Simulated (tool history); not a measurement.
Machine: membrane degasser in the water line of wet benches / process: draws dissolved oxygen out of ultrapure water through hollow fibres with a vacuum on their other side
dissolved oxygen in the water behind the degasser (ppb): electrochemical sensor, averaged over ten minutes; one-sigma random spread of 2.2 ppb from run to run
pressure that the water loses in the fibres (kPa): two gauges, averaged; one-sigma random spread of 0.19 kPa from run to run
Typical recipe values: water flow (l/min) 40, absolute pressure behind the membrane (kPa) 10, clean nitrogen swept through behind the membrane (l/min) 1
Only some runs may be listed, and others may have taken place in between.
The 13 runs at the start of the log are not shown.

run	day	water flow (l/min)	absolute pressure behind the membrane (kPa)	clean nitrogen swept through behind the membrane (l/min)	dissolved oxygen in the water behind the degasser (ppb)	pressure that the water loses in the fibres (kPa)
14	59.4	40	10	1	535.2	41.08
15	63.996	40	10	1.57	373.9	40.96
16	68.829	40	10	1.57	374.2	41.18
17	74.538	27	8.7	0.45	577.6	27.49
18	79.375	27	8.7	0.45	578	27.9
19	82.796	27	6.5	0.45	359.3	27.75
# day 83.304: vacuum gauge calibrated
20	87.846	58	10	1	728.7	59.37
21	90.629	40	10.7	1	588.7	41.25
22	96.842	28	12.6	1.33	434.2	29.28
23	102.104	28	12.6	1.33	430.6	28.58
24	106.521	39	20.4	1.78	779	40.22
25	110.883	31	18.6	1	930.4	32.03
26	116.138	31	18.6	1	921.1	31.95
# day 119.046: vacuum gauge calibrated, once more
27	120.458	25	14.8	1	594.2	25.87
28	126.121	40	10	2.29	270.5	41.48
29	130.175	49	15.8	1	1086.9	50.58
30	136.004	49	19.6	0.74	1645.7	50.75
31	140.625	49	19.6	0.74	1645.1	50.93

Predict each of these 3 candidate next runs independently; none follows another, all start after run 31:
A	146.454	58	19.6	1.46	?	?
B	146.454	45	19.6	1.77	?	?
C	146.454	49	17	2.67	?	?

run	dissolved oxygen in the water behind the degasser (ppb)	pressure that the water loses in the fibres (kPa)
A	1185.3	60.06
B	840.2	46.43
C	560.2	50.84
Without the tool's hidden state the same runs would have given:
run	dissolved oxygen in the water behind the degasser (ppb)	pressure that the water loses in the fibres (kPa)
A	1174.4	57.36
B	831.4	44.34
C	550.9	48.55
